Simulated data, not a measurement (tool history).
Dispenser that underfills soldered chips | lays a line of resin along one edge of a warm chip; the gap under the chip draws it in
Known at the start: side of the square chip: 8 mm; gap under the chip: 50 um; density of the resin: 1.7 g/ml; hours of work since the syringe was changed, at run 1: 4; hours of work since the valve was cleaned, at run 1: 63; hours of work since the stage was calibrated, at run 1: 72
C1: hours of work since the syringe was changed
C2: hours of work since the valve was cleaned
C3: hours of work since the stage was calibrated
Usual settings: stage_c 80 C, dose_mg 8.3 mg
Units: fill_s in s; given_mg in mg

run 1 hour=0 | stage_c=80 dose_mg=8.3 | C1=4 C2=63 C3=72 | fill_s=67.9 given_mg=7.84
-- hour=2.6 new syringe of resin
run 2 hour=7.3 | stage_c=81 dose_mg=8.3 | C1=3 C2=68 C3=77 | fill_s=64.1 given_mg=7.95
-- hour=11.3 new syringe of resin
run 3 hour=14 | stage_c=80 dose_mg=8.3 | C1=2 C2=73 C3=82 | fill_s=63.6 given_mg=7.81
-- hour=19.9 new syringe of resin
run 4 hour=21.8 | stage_c=80 dose_mg=8.3 | C1=1 C2=78 C3=87 | fill_s=63.4 given_mg=7.8
-- hour=28.9 new syringe of resin
run 5 hour=29.2 | stage_c=80 dose_mg=8.3 | C1=0 C2=83 C3=92 | fill_s=61.3 given_mg=7.73
run 6 hour=34.5 | stage_c=80 dose_mg=8.3 | C1=4 C2=86 C3=95 | fill_s=68.7 given_mg=7.84
-- hour=37.6 new syringe of resin
run 7 hour=44 | stage_c=80 dose_mg=8.3 | C1=4 C2=93 C3=102 | fill_s=70.7 given_mg=7.88
-- hour=46.3 new syringe of resin
run 8 hour=51.9 | stage_c=80 dose_mg=8.3 | C1=4 C2=98 C3=107 | fill_s=69.3 given_mg=7.76
-- hour=55 new syringe of resin
run 9 hour=59.1 | stage_c=80 dose_mg=7.45 | C1=3 C2=103 C3=112 | fill_s=67 given_mg=6.99
run 10 hour=62.9 | stage_c=80 dose_mg=7.45 | C1=6 C2=106 C3=115 | fill_s=72 given_mg=6.91
-- hour=63.7 new syringe of resin
-- hour=70.6 dispensing valve cleaned and set on the balance
run 11 hour=71.3 | stage_c=80 dose_mg=9.38 | C1=5 C2=1 C3=120 | fill_s=67.4 given_mg=9.36
-- hour=73.3 new syringe of resin
run 12 hour=77.7 | stage_c=80 dose_mg=10.5 | C1=3 C2=5 C3=124 | fill_s=64.3 given_mg=10.56
-- hour=82.2 new syringe of resin
run 13 hour=83.9 | stage_c=80 dose_mg=10.5 | C1=1 C2=9 C3=128 | fill_s=62.1 given_mg=10.45
run 14 hour=89.2 | stage_c=80 dose_mg=8.48 | C1=5 C2=13 C3=132 | fill_s=71 given_mg=8.37
-- hour=90.8 new syringe of resin
run 15 hour=97.1 | stage_c=80 dose_mg=8.3 | C1=4 C2=18 C3=137 | fill_s=66.9 given_mg=8.18
-- hour=99.3 new syringe of resin
run 16 hour=106.5 | stage_c=80 dose_mg=8.3 | C1=5 C2=24 C3=143 | fill_s=70.3 given_mg=8.13
-- hour=108.2 new syringe of resin
run 17 hour=112.2 | stage_c=80 dose_mg=8.3 | C1=3 C2=28 C3=147 | fill_s=66.3 given_mg=8.23
-- hour=116.9 new syringe of resin
run 18 hour=118.7 | stage_c=80 dose_mg=8.3 | C1=1 C2=32 C3=151 | fill_s=62.5 given_mg=8.03
-- hour=125.3 new syringe of resin
run 19 hour=125.9 | stage_c=95 dose_mg=9.63 | C1=0 C2=37 C3=156 | fill_s=37.9 given_mg=9.44
run 20 hour=130.4 | stage_c=86 dose_mg=8.8 | C1=4 C2=40 C3=159 | fill_s=54.8 given_mg=8.57
-- hour=133.9 new syringe of resin
run 21 hour=137.8 | stage_c=90 dose_mg=9.36 | C1=3 C2=45 C3=164 | fill_s=46.3 given_mg=9.25
-- hour=142.8 new syringe of resin
run 22 hour=146.8 | stage_c=66 dose_mg=10.36 | C1=3 C2=51 C3=170 | fill_s=106.4 given_mg=9.98
-- hour=151.4 new syringe of resin
run 23 hour=156.4 | stage_c=94 dose_mg=9.5 | C1=4 C2=58 C3=177 | fill_s=41 given_mg=9.11
-- hour=160.3 new syringe of resin
run 24 hour=165.2 | stage_c=94 dose_mg=9.5 | C1=3 C2=64 C3=183 | fill_s=41.8 given_mg=9.1
-- hour=168.7 new syringe of resin
run 25 hour=169.5 | stage_c=69 dose_mg=9.75 | C1=1 C2=66 C3=186 | fill_s=89.1 given_mg=9.36
-- hour=177.3 new syringe of resin
run 26 hour=177.3 | stage_c=66 dose_mg=10.34 | C1=0 C2=72 C3=191 | fill_s=98.2 given_mg=9.82
run 27 hour=181.7 | stage_c=66 dose_mg=10.34 | C1=3 C2=75 C3=194 | fill_s=109 given_mg=9.68
-- hour=185.7 new syringe of resin
run 28 hour=189.2 | stage_c=78 dose_mg=8.43 | C1=2 C2=80 C3=199 | fill_s=70.5 given_mg=8
-- hour=194.5 new syringe of resin
run 29 hour=194.6 | stage_c=78 dose_mg=8.43 | C1=0 C2=83 C3=202 | fill_s=65.5 given_mg=8
run 30 hour=202.2 | stage_c=94 dose_mg=8.43 | C1=5 C2=89 C3=208 | fill_s=45.7 given_mg=7.92
-- hour=202.9 new syringe of resin
run 31 hour=208.2 | stage_c=75 dose_mg=10.49 | C1=4 C2=93 C3=212 | fill_s=79.8 given_mg=9.83
-- hour=211.3 new syringe of resin
run 32 hour=212.4 | stage_c=85 dose_mg=9.75 | C1=1 C2=95 C3=214 | fill_s=51.8 given_mg=9.2
-- hour=219.9 new syringe of resin
run 33 hour=220 | stage_c=66 dose_mg=7.31 | C1=0 C2=101 C3=220 | fill_s=103.8 given_mg=6.9
-- hour=228.7 new syringe of resin
run 34 hour=229.7 | stage_c=66 dose_mg=7.31 | C1=1 C2=107 C3=226 | fill_s=106.5 given_mg=6.73
-- hour=234.9 dispensing valve cleaned and set on the balance
-- hour=238.3 new syringe of resin
run 35 hour=239.1 | stage_c=86 dose_mg=9.82 | C1=1 C2=3 C3=232 | fill_s=50.7 given_mg=9.8

Hidden state or all else? Some run-to-run changes of fill_s, split into what the settings, what came in and random variation would give without the hidden state, and what is left for the hidden state (with any gauge scatter that isn't in both results):
The hidden state here: resin's viscosity, % of fresh resin's; dose that the valve gives, % of what is set; true chip temperature over the reading, C; drift of the gauge itself on fill_s, %; drift of the gauge itself on given_mg, %.
Run 21 -> 22: stage_c 90 -> 66, dose_mg 9.36 -> 10.36, new syringe of resin. fill_s +60.1 s: hidden state +8.5, all else +51.6.
Run 22 -> 23: stage_c 66 -> 94, dose_mg 10.36 -> 9.5, new syringe of resin. fill_s -65.4 s: hidden state -8.3, all else -57.1.
Run 26 -> 27: no setting changed, nothing entered. fill_s +10.8 s: hidden state +10.2, all else +0.6.
Run 31 -> 32: stage_c 75 -> 85, dose_mg 10.49 -> 9.75, new syringe of resin. fill_s -28 s: hidden state -8.8, all else -19.2.
Run 34 -> 35: stage_c 66 -> 86, dose_mg 7.31 -> 9.82, dispensing valve cleaned and set on the balance, new syringe of resin. fill_s -55.8 s: hidden state -6.3, all else -49.5.
